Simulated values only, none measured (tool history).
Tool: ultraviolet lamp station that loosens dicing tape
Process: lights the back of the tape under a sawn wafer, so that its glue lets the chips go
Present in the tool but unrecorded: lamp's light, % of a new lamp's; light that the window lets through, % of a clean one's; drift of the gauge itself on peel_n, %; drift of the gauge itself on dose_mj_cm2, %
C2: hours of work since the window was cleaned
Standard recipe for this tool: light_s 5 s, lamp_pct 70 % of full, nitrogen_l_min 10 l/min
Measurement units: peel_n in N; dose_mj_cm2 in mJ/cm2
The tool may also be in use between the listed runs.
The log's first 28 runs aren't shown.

{"run": 29, "hour": 583.3, "light_s": 2, "lamp_pct": 76, "nitrogen_l_min": 10, "hours of work of the lamp": 571, "C2": 47, "peel_n": 2.608, "dose_mj_cm2": 150}
{"run": 30, "hour": 596.5, "light_s": 2, "lamp_pct": 93, "nitrogen_l_min": 10, "hours of work of the lamp": 578, "C2": 54, "peel_n": 2.104, "dose_mj_cm2": 188}
{"run": 31, "hour": 609.8, "light_s": 3, "lamp_pct": 98, "nitrogen_l_min": 8, "hours of work of the lamp": 585, "C2": 61, "peel_n": 1.086, "dose_mj_cm2": 292}
{"run": 32, "hour": 625.6, "light_s": 10, "lamp_pct": 88, "nitrogen_l_min": 4, "hours of work of the lamp": 593, "C2": 70, "peel_n": 0.161, "dose_mj_cm2": 845}
{"run": 33, "hour": 650.8, "light_s": 4, "lamp_pct": 99, "nitrogen_l_min": 10, "hours of work of the lamp": 607, "C2": 83, "peel_n": 0.497, "dose_mj_cm2": 372}
{"run": 34, "hour": 677.6, "light_s": 4, "lamp_pct": 99, "nitrogen_l_min": 10, "hours of work of the lamp": 621, "C2": 98, "peel_n": 0.547, "dose_mj_cm2": 371}
{"run": 35, "hour": 689.8, "light_s": 6, "lamp_pct": 60, "nitrogen_l_min": 9, "hours of work of the lamp": 628, "C2": 104, "peel_n": 0.731, "dose_mj_cm2": 336}
{"run": 36, "hour": 714.2, "light_s": 5, "lamp_pct": 67, "nitrogen_l_min": 16, "hours of work of the lamp": 641, "C2": 117, "peel_n": 0.622, "dose_mj_cm2": 306}
{"run": 37, "hour": 730.1, "light_s": 5, "lamp_pct": 67, "nitrogen_l_min": 16, "hours of work of the lamp": 649, "C2": 126, "peel_n": 0.649, "dose_mj_cm2": 303}
{"run": 38, "hour": 744.9, "light_s": 7, "lamp_pct": 65, "nitrogen_l_min": 16, "hours of work of the lamp": 657, "C2": 134, "peel_n": 0.298, "dose_mj_cm2": 406}
{"run": 39, "hour": 765.7, "light_s": 3, "lamp_pct": 73, "nitrogen_l_min": 18, "hours of work of the lamp": 668, "C2": 145, "peel_n": 1.525, "dose_mj_cm2": 191}
{"run": 40, "hour": 779.6, "light_s": 7, "lamp_pct": 70, "nitrogen_l_min": 10, "hours of work of the lamp": 676, "C2": 152, "peel_n": 0.37, "dose_mj_cm2": 433}
{"run": 41, "hour": 796.7, "light_s": 4, "lamp_pct": 70, "nitrogen_l_min": 10, "hours of work of the lamp": 685, "C2": 161, "peel_n": 1.373, "dose_mj_cm2": 241}
{"run": 42, "hour": 826.6, "light_s": 2, "lamp_pct": 70, "nitrogen_l_min": 4, "hours of work of the lamp": 701, "C2": 177, "peel_n": 4.485, "dose_mj_cm2": 115}
{"run": 43, "hour": 848.1, "light_s": 3, "lamp_pct": 63, "nitrogen_l_min": 14, "hours of work of the lamp": 712, "C2": 189, "peel_n": 2.251, "dose_mj_cm2": 158}
{"run": 44, "hour": 863.3, "light_s": 3, "lamp_pct": 63, "nitrogen_l_min": 14, "hours of work of the lamp": 721, "C2": 197, "peel_n": 2.256, "dose_mj_cm2": 159}

Consider 4 possible next runs. They are alternatives, not a sequence: every one starts from the tool as it was left by run 44. What does each give?
{"run": "A", "hour": 889.2, "light_s": 6, "lamp_pct": 81, "nitrogen_l_min": 10, "hours of work of the lamp": 734, "C2": 211, "peel_n": "?", "dose_mj_cm2": "?"}
{"run": "B", "hour": 889.2, "light_s": 3, "lamp_pct": 63, "nitrogen_l_min": 8, "hours of work of the lamp": 734, "C2": 211, "peel_n": "?", "dose_mj_cm2": "?"}
{"run": "C", "hour": 889.2, "light_s": 3, "lamp_pct": 70, "nitrogen_l_min": 10, "hours of work of the lamp": 734, "C2": 211, "peel_n": "?", "dose_mj_cm2": "?"}
{"run": "D", "hour": 889.2, "light_s": 9, "lamp_pct": 70, "nitrogen_l_min": 10, "hours of work of the lamp": 734, "C2": 211, "peel_n": "?", "dose_mj_cm2": "?"}

run=A peel_n=0.462 dose_mj_cm2=393
run=B peel_n=2.771 dose_mj_cm2=155
run=C peel_n=2.284 dose_mj_cm2=172
run=D peel_n=0.230 dose_mj_cm2=516
The same runs, with their run-to-run variation unchanged, on a tool lacking any hidden condition would have given:
run=A peel_n=0.144 dose_mj_cm2=685
run=B peel_n=1.224 dose_mj_cm2=270
run=C peel_n=0.875 dose_mj_cm2=301
run=D peel_n=0.103 dose_mj_cm2=901
